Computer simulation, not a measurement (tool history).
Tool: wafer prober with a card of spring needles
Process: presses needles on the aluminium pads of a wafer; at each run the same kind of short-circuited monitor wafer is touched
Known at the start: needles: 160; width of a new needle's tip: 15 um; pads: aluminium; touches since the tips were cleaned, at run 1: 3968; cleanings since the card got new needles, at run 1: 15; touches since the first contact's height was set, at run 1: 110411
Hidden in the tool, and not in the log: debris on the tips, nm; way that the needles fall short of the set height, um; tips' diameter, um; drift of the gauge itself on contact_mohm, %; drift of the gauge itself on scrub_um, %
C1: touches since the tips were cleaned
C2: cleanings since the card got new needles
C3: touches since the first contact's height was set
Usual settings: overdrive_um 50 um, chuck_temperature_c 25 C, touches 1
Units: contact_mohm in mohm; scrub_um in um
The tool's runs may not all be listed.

Run 1, hour 0.0: usual settings; C1 3968; C2 15; C3 110411. Result: contact_mohm 220 mohm, scrub_um 11.43 um.
At hour 8.6: tips cleaned on abrasive film.
Run 2, hour 14.3: usual settings; C1 1360; C2 16; C3 113817. Result: contact_mohm 186 mohm, scrub_um 11.18 um.
Run 3, hour 28.8: usual settings; C1 4842; C2 16; C3 117299. Result: contact_mohm 230 mohm, scrub_um 11.40 um.
At hour 33.5: tips cleaned on abrasive film.
Run 4, hour 37.9: usual settings; C1 1055; C2 17; C3 119465. Result: contact_mohm 182 mohm, scrub_um 11.48 um.
Run 5, hour 52.9: usual settings; C1 4665; C2 17; C3 123075. Result: contact_mohm 227 mohm, scrub_um 11.45 um.
At hour 58.3: tips cleaned on abrasive film.
Run 6, hour 63.9: usual settings; C1 1357; C2 18; C3 125692. Result: contact_mohm 188 mohm, scrub_um 11.62 um.
Run 7, hour 81.4: usual settings; C1 5553; C2 18; C3 129888. Result: contact_mohm 232 mohm, scrub_um 11.26 um.
At hour 82.5: tips cleaned on abrasive film.
Run 8, hour 90.5: usual settings but overdrive_um 58 um; C1 1916; C2 19; C3 132063. Result: contact_mohm 187 mohm, scrub_um 12.97 um.
Run 9, hour 100.2: usual settings but overdrive_um 58 um; C1 4246; C2 19; C3 134393. Result: contact_mohm 204 mohm, scrub_um 13.14 um.
At hour 107.8: tips cleaned on abrasive film.
Run 10, hour 116.5: usual settings but overdrive_um 53 um, chuck_temperature_c 90 C, touches 3; C1 2105; C2 20; C3 138289. Result: contact_mohm 162 mohm, scrub_um 11.92 um.
At hour 132.0: tips cleaned on abrasive film.
Run 11, hour 135.8: usual settings but overdrive_um 53 um, chuck_temperature_c 90 C, touches 2; C1 905; C2 21; C3 142897. Result: contact_mohm 162 mohm, scrub_um 11.98 um.
Run 12, hour 148.6: usual settings but overdrive_um 53 um, chuck_temperature_c 90 C, touches 2; C1 3989; C2 21; C3 145981. Result: contact_mohm 188 mohm, scrub_um 11.89 um.
At hour 157.6: tips cleaned on abrasive film.
Run 13, hour 160.3: usual settings but overdrive_um 53 um, chuck_temperature_c 90 C, touches 2; C1 663; C2 22; C3 148767. Result: contact_mohm 152 mohm, scrub_um 11.89 um.
Run 14, hour 178.7: usual settings but overdrive_um 52 um, chuck_temperature_c 35 C; C1 5072; C2 22; C3 153176. Result: contact_mohm 228 mohm, scrub_um 11.55 um.
At hour 182.2: tips cleaned on abrasive film.
Run 15, hour 197.7: usual settings but chuck_temperature_c 41 C; C1 3708; C2 23; C3 157709. Result: contact_mohm 230 mohm, scrub_um 11.22 um.
At hour 206.7: tips cleaned on abrasive film.
Run 16, hour 212.1: usual settings but overdrive_um 58 um, chuck_temperature_c 46 C; C1 1295; C2 24; C3 161149. Result: contact_mohm 179 mohm, scrub_um 12.86 um.

4 ways to go on from here, each from the tool as it stands after run 16. What would each give?
Run A, hour 229.6: usual settings but overdrive_um 44 um; C1 5503; C2 24; C3 165357. Result: contact_mohm ?, scrub_um ?.
Run B, hour 229.6: usual settings but overdrive_um 30 um, chuck_temperature_c 37 C; C1 5503; C2 24; C3 165357. Result: contact_mohm ?, scrub_um ?.
Run C, hour 229.6: usual settings but overdrive_um 56 um; C1 5503; C2 24; C3 165357. Result: contact_mohm ?, scrub_um ?.
Run D, hour 229.6: usual settings but overdrive_um 64 um, chuck_temperature_c 46 C, touches 3; C1 5503; C2 24; C3 165357. Result: contact_mohm ?, scrub_um ?.

run  contact_mohm  scrub_um
  A           262      9.81
  B           423      6.43
  C           217     12.66
  D           155     14.48
Without the tool's hidden state the same runs would have given:
run  contact_mohm  scrub_um
  A           130     10.35
  B           142      6.97
  C           131     13.20
  D           131     15.02
